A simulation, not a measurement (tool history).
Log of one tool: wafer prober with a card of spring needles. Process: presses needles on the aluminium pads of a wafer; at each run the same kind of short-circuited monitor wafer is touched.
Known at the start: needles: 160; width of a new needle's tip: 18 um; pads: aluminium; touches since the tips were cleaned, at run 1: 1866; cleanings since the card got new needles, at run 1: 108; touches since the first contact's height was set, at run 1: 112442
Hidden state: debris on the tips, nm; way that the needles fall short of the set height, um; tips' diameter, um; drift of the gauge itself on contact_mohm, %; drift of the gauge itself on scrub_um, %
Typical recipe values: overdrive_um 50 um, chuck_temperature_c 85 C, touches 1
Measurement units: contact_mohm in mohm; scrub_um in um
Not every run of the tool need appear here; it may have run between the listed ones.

run	hour	overdrive_um	chuck_temperature_c	touches	touches since the tips were cleaned	cleanings since the card got new needles	touches since the first contact's height was set	contact_mohm	scrub_um
1	0.0	50	85	1	1866	108	112442	267	7.61
# hour 3.6: tips cleaned on abrasive film
# hour 12.3: tips cleaned on abrasive film
2	18.3	50	85	1	2081	110	118700	271	7.68
# hour 22.0: tips cleaned on abrasive film
# hour 24.3: height of the first contact set anew
# hour 30.8: tips cleaned on abrasive film
3	30.8	32	85	1	0	112	2211	248	4.32
# hour 39.2: tips cleaned on abrasive film
# hour 47.8: tips cleaned on abrasive film
4	53.7	32	85	1	2020	114	10040	405	4.28
# hour 57.8: tips cleaned on abrasive film
# hour 65.0: height of the first contact set anew, once more
# hour 67.1: tips cleaned on abrasive film
# hour 75.2: tips cleaned on abrasive film
5	75.6	32	85	1	135	117	3569	246	5.13
# hour 83.4: tips cleaned on abrasive film
# hour 92.3: tips cleaned on abrasive film
6	93.6	50	104	1	469	119	9725	229	7.98
# hour 100.5: tips cleaned on abrasive film
# hour 108.9: tips cleaned on abrasive film
7	114.9	50	85	1	2101	121	17016	265	8.01
# hour 117.0: tips cleaned on abrasive film
# hour 126.4: tips cleaned on abrasive film
# hour 134.5: tips cleaned on abrasive film
8	134.7	50	85	1	83	124	23738	217	8.04
# hour 144.3: tips cleaned on abrasive film
# hour 152.9: tips cleaned on abrasive film
9	153.5	50	85	1	219	126	30151	220	7.96
# hour 162.0: tips cleaned on abrasive film
# hour 171.2: tips cleaned on abrasive film
10	174.3	50	85	1	1064	128	37238	247	7.85
# hour 179.8: tips cleaned on abrasive film
# hour 189.3: tips cleaned on abrasive film
11	197.0	50	64	1	2647	130	45008	273	7.83
# hour 198.2: tips cleaned on abrasive film
# hour 207.0: tips cleaned on abrasive film
# hour 215.9: tips cleaned on abrasive film
12	222.6	39	54	1	2298	133	53746	319	5.96
# hour 224.0: tips cleaned on abrasive film
# hour 233.6: tips cleaned on abrasive film
13	233.8	39	54	1	81	135	57552	226	6.09
# hour 242.7: tips cleaned on abrasive film
# hour 252.4: tips cleaned on abrasive film
14	257.0	50	39	1	1607	137	65494	246	7.68
# hour 261.0: tips cleaned on abrasive film
# hour 270.2: tips cleaned on abrasive film
15	274.8	50	39	1	1606	139	71560	246	7.72
# hour 278.4: tips cleaned on abrasive film
# hour 286.8: tips cleaned on abrasive film
16	293.1	50	105	1	2169	141	77794	279	7.62

Below are 3 alternative next runs, each starting from the tool's condition after run 16. Predict each:
# hour 295.6: tips cleaned on abrasive film
# hour 305.0: tips cleaned on abrasive film
A	309.2	50	87	1	1429	143	83276	?	?
# hour 295.6: tips cleaned on abrasive film
# hour 305.0: tips cleaned on abrasive film
B	309.2	50	85	1	1429	143	83276	?	?
# hour 295.6: tips cleaned on abrasive film
# hour 305.0: tips cleaned on abrasive film
C	309.2	50	85	2	1429	143	83276	?	?

run	contact_mohm	scrub_um
A	259	7.65
B	262	7.70
C	240	7.56
What these runs would have given with no unlogged condition in the tool:
run	contact_mohm	scrub_um
A	204	8.02
B	206	8.08
C	204	7.93
